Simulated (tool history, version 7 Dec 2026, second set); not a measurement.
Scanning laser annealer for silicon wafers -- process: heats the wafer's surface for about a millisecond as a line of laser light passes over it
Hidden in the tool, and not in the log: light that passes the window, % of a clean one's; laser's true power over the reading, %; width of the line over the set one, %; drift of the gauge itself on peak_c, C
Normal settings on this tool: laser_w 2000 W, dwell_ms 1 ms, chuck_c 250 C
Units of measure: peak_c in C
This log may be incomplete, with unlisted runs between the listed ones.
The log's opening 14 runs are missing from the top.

run	hour	laser_w	dwell_ms	chuck_c	hours of work since the window was cleaned	hours of work since the power meter was calibrated	hours of work since the optics were aligned	peak_c
15	227.7	1769	1	250	614	17	75	864
16	238.6	1769	1	250	619	22	80	866
17	252.1	1769	0.8	254	625	29	86	804
18	275.2	2009	1	250	636	39	97	955
19	296.2	1863	0.99	287	645	49	106	934
20	316	1863	0.99	287	655	58	115	933
21	327.3	2098	0.99	281	660	63	121	1018
# hour 334.4: laser's power meter calibrated, once more
22	341	2000	1	269	665	3	125	970
23	355.1	2000	1.1	265	671	10	132	1002
24	377	2000	1.1	265	681	20	142	1001
25	394.5	2000	0.76	244	689	28	150	858
26	404.8	2000	1.15	268	694	32	155	1016
27	423.1	1782	1	250	702	41	163	868
28	442.3	2177	0.75	250	711	50	172	913
29	466.4	1905	0.72	234	722	61	183	802
30	489.9	2178	1	271	733	71	194	1036
31	500.6	2092	0.91	275	738	76	199	975

Each row is a separate what-if for the run after 31, all from the same tool condition, not one after another. Results?
A	510.8	2083	0.89	256	743	81	203	?
B	510.8	1827	0.98	240	743	81	203	?
C	510.8	2027	0.75	280	743	81	203	?

run	peak_c
A	944
B	868
C	897
What these runs would have given with no unlogged condition in the tool:
run	peak_c
A	967
B	889
C	917
